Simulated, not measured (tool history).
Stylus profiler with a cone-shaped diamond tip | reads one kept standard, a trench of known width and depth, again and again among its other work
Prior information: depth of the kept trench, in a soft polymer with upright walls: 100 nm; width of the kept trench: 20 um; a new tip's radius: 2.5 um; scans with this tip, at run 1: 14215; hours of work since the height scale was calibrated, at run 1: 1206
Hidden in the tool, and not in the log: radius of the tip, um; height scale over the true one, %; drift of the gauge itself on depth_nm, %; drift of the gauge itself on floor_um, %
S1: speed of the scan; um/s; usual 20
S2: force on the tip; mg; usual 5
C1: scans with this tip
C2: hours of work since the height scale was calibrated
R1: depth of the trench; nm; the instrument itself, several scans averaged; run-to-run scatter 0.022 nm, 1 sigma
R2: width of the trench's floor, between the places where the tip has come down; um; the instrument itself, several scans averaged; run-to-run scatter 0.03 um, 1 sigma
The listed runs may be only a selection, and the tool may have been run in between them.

| run | hour | S1 | S2 | C1 | C2 | R1 | R2 |
|---|---|---|---|---|---|---|---|
| 1 | 0 | 20 | 5 | 14215 | 1206 | 102.06 | 17.55 |
| 2 | 104.2 | 20 | 5 | 14975 | 1270 | 102.03 | 17.47 |
| 3 | 197.8 | 13 | 5 | 15658 | 1328 | 102.04 | 17.46 |
| 4 | 271.6 | 20 | 1.78 | 16197 | 1374 | 101.23 | 17.29 |
| 5 | 358 | 32 | 5 | 16827 | 1428 | 102.09 | 17.35 |
| 6 | 420.3 | 32 | 5 | 17282 | 1466 | 102.07 | 17.32 |
|  | 467.3 | new tip fitted, height scale calibrated |
| 7 | 473.5 | 32 | 5 | 46 | 4 | 101.67 | 18.52 |
| 8 | 534.1 | 32 | 5 | 488 | 41 | 101.67 | 18.43 |
| 9 | 595.6 | 20 | 5 | 937 | 79 | 101.74 | 18.47 |
| 10 | 645 | 20 | 5 | 1297 | 110 | 101.73 | 18.43 |
| 11 | 690 | 20 | 2.8 | 1626 | 138 | 101.15 | 18.34 |
| 12 | 749.5 | 20 | 2.8 | 2060 | 175 | 101.14 | 18.31 |
| 13 | 817.4 | 20 | 3.56 | 2556 | 217 | 101.38 | 18.31 |
| 14 | 884.5 | 20 | 5 | 3046 | 258 | 101.74 | 18.25 |
| 15 | 940.6 | 20 | 5 | 3455 | 293 | 101.76 | 18.24 |
| 16 | 1045.2 | 20 | 5 | 4218 | 358 | 101.8 | 18.11 |
| 17 | 1122.9 | 20 | 5 | 4786 | 406 | 101.83 | 18.12 |
| 18 | 1224.6 | 20 | 5 | 5528 | 469 | 101.79 | 18.06 |
| 19 | 1322.3 | 20 | 5 | 6241 | 529 | 101.82 | 18.01 |
| 20 | 1395.5 | 22 | 4.84 | 6775 | 575 | 101.82 | 17.98 |
| 21 | 1489.8 | 22 | 4.84 | 7463 | 633 | 101.81 | 17.87 |
| 22 | 1595.7 | 22 | 4.84 | 8236 | 699 | 101.86 | 17.87 |
| 23 | 1703.2 | 22 | 4.84 | 9021 | 765 | 101.85 | 17.8 |
| 24 | 1787.6 | 22 | 4.84 | 9637 | 818 | 101.89 | 17.73 |
| 25 | 1873.7 | 7 | 4.4 | 10266 | 871 | 101.77 | 17.77 |
| 26 | 1976.4 | 7 | 4.4 | 11015 | 934 | 101.81 | 17.71 |
| 27 | 2064.6 | 14 | 5.14 | 11659 | 989 | 101.98 | 17.65 |
| 28 | 2127 | 14 | 2.18 | 12114 | 1028 | 101.21 | 17.61 |
| 29 | 2229.2 | 14 | 2.18 | 12860 | 1091 | 101.26 | 17.54 |
| 30 | 2280.6 | 13 | 3.46 | 13235 | 1123 | 101.68 | 17.58 |
| 31 | 2336.9 | 13 | 13.8 | 13646 | 1158 | 103.67 | 17.57 |
| 32 | 2394.3 | 13 | 13.8 | 14065 | 1193 | 103.66 | 17.54 |
| 33 | 2453.9 | 55 | 1.75 | 14500 | 1230 | 101.15 | 17.19 |
| 34 | 2548.4 | 38 | 6.5 | 15190 | 1289 | 102.38 | 17.35 |
| 35 | 2595.8 | 38 | 6.5 | 15536 | 1318 | 102.34 | 17.29 |
| 36 | 2674.7 | 38 | 6.5 | 16112 | 1367 | 102.37 | 17.31 |
| 37 | 2728.7 | 38 | 6.5 | 16506 | 1400 | 102.39 | 17.32 |

Results for each run, recomputed without the tool's hidden state and with each run's random variation untouched:
| run | R1 | R2 |
|---|---|---|
| 1 | 101.72 | 18.56 |
| 2 | 101.68 | 18.52 |
| 3 | 101.67 | 18.55 |
| 4 | 100.85 | 18.4 |
| 5 | 101.7 | 18.5 |
| 6 | 101.66 | 18.5 |
| 7 | 101.68 | 18.51 |
| 8 | 101.67 | 18.46 |
| 9 | 101.73 | 18.55 |
| 10 | 101.71 | 18.54 |
| 11 | 101.12 | 18.48 |
| 12 | 101.1 | 18.49 |
| 13 | 101.33 | 18.54 |
| 14 | 101.68 | 18.51 |
| 15 | 101.69 | 18.54 |
| 16 | 101.71 | 18.48 |
| 17 | 101.72 | 18.54 |
| 18 | 101.66 | 18.53 |
| 19 | 101.68 | 18.53 |
| 20 | 101.67 | 18.54 |
| 21 | 101.64 | 18.48 |
| 22 | 101.67 | 18.52 |
| 23 | 101.64 | 18.51 |
| 24 | 101.67 | 18.49 |
| 25 | 101.53 | 18.56 |
| 26 | 101.55 | 18.56 |
| 27 | 101.7 | 18.53 |
| 28 | 100.93 | 18.52 |
| 29 | 100.96 | 18.5 |
| 30 | 101.37 | 18.56 |
| 31 | 103.34 | 18.58 |
| 32 | 103.32 | 18.57 |
| 33 | 100.81 | 18.24 |
| 34 | 102.01 | 18.44 |
| 35 | 101.97 | 18.41 |
| 36 | 101.98 | 18.45 |
| 37 | 101.99 | 18.48 |
